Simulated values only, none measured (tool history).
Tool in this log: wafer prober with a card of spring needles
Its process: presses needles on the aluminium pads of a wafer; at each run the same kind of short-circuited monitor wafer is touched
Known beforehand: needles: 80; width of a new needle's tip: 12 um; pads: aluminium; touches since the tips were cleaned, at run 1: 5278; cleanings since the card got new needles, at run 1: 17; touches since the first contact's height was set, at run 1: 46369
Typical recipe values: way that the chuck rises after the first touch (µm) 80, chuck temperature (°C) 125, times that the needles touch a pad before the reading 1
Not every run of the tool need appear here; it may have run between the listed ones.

run,day,way that the chuck rises after the first touch (µm),chuck temperature (°C),times that the needles touch a pad before the reading,touches since the tips were cleaned,cleanings since the card got new needles,touches since the first contact's height was set,resistance of one needle with its contact and lead (mohm),way that a needle slides on the pad (µm)
1,0,80,125,1,5278,17,46369,260,20.92
# day 0.275: tips cleaned on abrasive film
2,0.675,80,125,1,6055,18,56550,267,20.87
# day 0.896: tips cleaned on abrasive film
# day 1.046: height of the first contact set anew
3,1.183,80,125,1,4177,19,2078,251,20.82
# day 1.488: tips cleaned on abrasive film
4,1.708,79,125,1,3370,20,9970,254,20.5
# day 2.088: tips cleaned on abrasive film
5,2.629,79,125,1,8260,21,23902,270,20.5
# day 2.692: tips cleaned on abrasive film
# day 3.279: tips cleaned on abrasive film
6,3.567,80,125,1,4402,23,38004,252,20.69
# day 3.871: tips cleaned on abrasive film
7,4.262,80,125,1,5934,24,48455,265,20.71
# day 4.454: height of the first contact set anew, once more
# day 4.458: tips cleaned on abrasive film
# day 5.067: tips cleaned on abrasive film
8,5.3,65,125,1,3582,26,12698,300,17.04
# day 5.646: tips cleaned on abrasive film
# day 6.25: tips cleaned on abrasive film
9,6.304,65,125,1,831,28,27770,229,16.99
# day 6.904: tips cleaned on abrasive film
10,7.258,80,125,1,5335,29,42176,268,20.9
# day 7.521: tips cleaned on abrasive film
11,7.858,80,125,1,5098,30,51248,263,20.89
# day 8.138: tips cleaned on abrasive film
# day 8.504: height of the first contact set anew
# day 8.729: tips cleaned on abrasive film
12,8.879,80,125,1,2322,32,5677,243,21.02
# day 9.388: tips cleaned on abrasive film
# day 9.975: tips cleaned on abrasive film
13,9.975,80,125,1,0,34,22158,153,20.98
# day 10.567: tips cleaned on abrasive film
14,11.096,79,125,1,8009,35,39082,278,20.68
# day 11.212: tips cleaned on abrasive film
# day 11.817: tips cleaned on abrasive film
15,12.204,79,33,1,5884,37,55781,283,20.61
# day 12.458: tips cleaned on abrasive film
# day 12.612: height of the first contact set anew
# day 13.088: tips cleaned on abrasive film
16,13.204,80,103,1,1800,39,8927,231,21.03
# day 13.746: tips cleaned on abrasive film
17,14.133,81,104,2,5897,40,22972,220,21.25
# day 14.333: tips cleaned on abrasive film
18,14.792,81,104,2,6950,41,32866,221,21.22
# day 14.933: tips cleaned on abrasive film
19,15.396,80,27,3,7027,42,41983,183,20.94
# day 15.558: tips cleaned on abrasive film
# day 16.15: tips cleaned on abrasive film
20,16.596,77,97,1,6757,44,60072,286,20.09
# day 16.667: height of the first contact set anew
# day 16.842: tips cleaned on abrasive film
21,17.183,61,97,1,5172,45,7786,363,15.99
# day 17.446: tips cleaned on abrasive film
# day 18.067: tips cleaned on abrasive film
22,18.258,91,57,1,2896,47,23991,231,23.85
# day 18.688: tips cleaned on abrasive film
# day 19.321: tips cleaned on abrasive film
23,19.321,88,125,1,0,49,39966,149,23.02
# day 19.992: tips cleaned on abrasive film
24,20.288,77,125,2,4512,50,54593,228,20.1
# day 20.625: tips cleaned on abrasive film
# day 20.746: height of the first contact set anew
# day 21.267: tips cleaned on abrasive film
25,21.304,63,78,1,568,52,8417,210,16.55
# day 21.904: tips cleaned on abrasive film
26,21.992,98,125,1,1310,53,18754,194,25.73
# day 22.492: tips cleaned on abrasive film
27,22.883,67,27,1,5932,54,32208,352,17.53
# day 23.096: tips cleaned on abrasive film
# day 23.708: tips cleaned on abrasive film
28,24.017,67,27,1,4728,56,49322,341,17.5
# day 24.312: tips cleaned on abrasive film
29,24.612,88,40,1,4583,57,58298,264,23.01
# day 24.812: height of the first contact set anew
# day 25: tips cleaned on abrasive film
30,25.204,81,40,1,3081,58,5898,271,21.27

Some steps in resistance of one needle with its contact and lead (mohm), run to run, broken into two amounts with sign: the step expected even without the hidden condition (settings, incoming material, random variation), and the rest, left for the hidden condition together with whatever gauge scatter is not in both the measured and the hidden-condition-free result:
Unlogged tool condition in this case: debris on the tips, nm; way that the needles fall short of the set height, um; tips' diameter, um; drift of the gauge itself on contact_mohm, %; drift of the gauge itself on scrub_um, %.
Run 13 -> 14: way that the chuck rises after the first touch (µm) 80 -> 79, tips cleaned on abrasive film. resistance of one needle with its contact and lead (mohm) +125: hidden state +124, all else +1.
Run 21 -> 22: way that the chuck rises after the first touch (µm) 61 -> 91, chuck temperature (°C) 97 -> 57, tips cleaned on abrasive film, tips cleaned on abrasive film. resistance of one needle with its contact and lead (mohm) -132: hidden state -121, all else -11.
Run 26 -> 27: way that the chuck rises after the first touch (µm) 98 -> 67, chuck temperature (°C) 125 -> 27, tips cleaned on abrasive film. resistance of one needle with its contact and lead (mohm) +158: hidden state +168, all else -10.
